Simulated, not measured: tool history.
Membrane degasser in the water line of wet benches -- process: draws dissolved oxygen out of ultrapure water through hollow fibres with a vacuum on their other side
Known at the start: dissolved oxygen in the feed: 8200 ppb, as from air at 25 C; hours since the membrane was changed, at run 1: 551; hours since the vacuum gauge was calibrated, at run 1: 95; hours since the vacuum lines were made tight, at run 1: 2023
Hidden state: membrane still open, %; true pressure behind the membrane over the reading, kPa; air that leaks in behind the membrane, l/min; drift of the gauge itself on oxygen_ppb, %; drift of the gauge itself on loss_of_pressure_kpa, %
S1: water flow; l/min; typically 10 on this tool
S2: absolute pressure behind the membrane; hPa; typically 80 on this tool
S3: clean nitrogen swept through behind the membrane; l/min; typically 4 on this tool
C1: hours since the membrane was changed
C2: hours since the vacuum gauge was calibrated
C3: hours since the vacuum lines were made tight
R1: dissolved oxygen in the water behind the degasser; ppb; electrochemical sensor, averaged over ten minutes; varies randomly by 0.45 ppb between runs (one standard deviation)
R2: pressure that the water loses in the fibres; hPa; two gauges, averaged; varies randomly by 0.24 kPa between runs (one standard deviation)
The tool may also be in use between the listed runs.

run    hour  S1     S2     S3    C1    C2    C3     R1      R2
  1       0  10     80      4   551    95  2023   34.9   636.6
  2    78.3  10     80      4   629   174  2102   34.5   635.6
  3     187  10     80      4   738   282  2210   33.8   639.8
  4   280.6  10     80      4   831   376  2304   34.3   638.2
  5   418.4  10  185.4      4   969   514  2442   96.7   636.4
  6   476.8  10  154.7      4  1028   572  2500   80.4   639.5
  7   555.9   9     80      4  1107   651  2579   28.8     576
  8   647.6   7     80      4  1198   743  2671   21.8   447.1
  9   728.6   7     80      4  1279   824  2752   21.8   448.5
 10   865.8  10     80      4  1417   961  2889   34.5   637.1
 11   965.5  10     80      4  1516  1061  2989   34.5   642.7
 12  1033.8  10     80      4  1585  1129  3057   34.7   646.9
 13  1092.7  10     80      4  1644  1188  3116   34.1   639.9
 14  1173.6  10  150.8      4  1724  1269  3197   77.2   641.8
 15  1239.1  10  150.8      4  1790  1334  3263   77.6   643.7
 16    1322  10  150.8      4  1873  1417  3345   78.1   640.5
 17  1434.4  11  150.8      5  1985  1530  3458   72.1   710.8
 18  1518.1  11  150.8      5  2069  1613  3542   70.8   705.3
 19  1624.9   7  150.8   3.98  2176  1720  3648   52.9   450.9
 20  1721.5  16     80   2.08  2272  1817  3745  125.1    1027
 21  1839.3  16     80   2.08  2390  1935  3863  124.9    1036
 22  1938.4  16     80   2.08  2489  2034  3962  127.6  1035.1
 23  2069.2   7   82.9   3.13  2620  2164  4093   28.4   448.5
 24  2193.5   6     54      4  2744  2289  4217    8.3     386
 25  2261.6  11     54   1.87  2812  2357  4285   38.4   712.2
 26  2356.1  11     54   1.87  2907  2451  4380   38.4   714.5
 27  2454.2  10  114.2   3.69  3005  2549  4478   59.3   649.2
 28    2530   9  157.9   5.38  3081  2625  4553   54.5   581.4
 29    2622   6   94.5  11.06  3173  2717  4645    8.6   389.3
 30  2724.1  10   82.2    9.8  3275  2819  4748   17.2   650.4
 31  2860.5  12     80      4  3411  2956  4884     45   779.2

Here are 4 independent what-if runs from the current tool condition. What would each one return?
  A  2969.5   6     80     4  3520  3065  4993   ?   ?
  B  2969.5   8     80     4  3520  3065  4993   ?   ?
  C  2969.5  10  157.1     4  3520  3065  4993   ?   ?
  D  2969.5   8     80  5.83  3520  3065  4993   ?   ?

run    R1     R2
  A    18  390.5
  B    25  519.9
  C  81.5  652.6
  D  17.9  519.4
The same runs, with their run-to-run variation unchanged, on a tool lacking any hidden condition would have given:
run    R1     R2
  A    18  382.2
  B  24.9  508.8
  C  81.4  638.8
  D  17.9  508.3
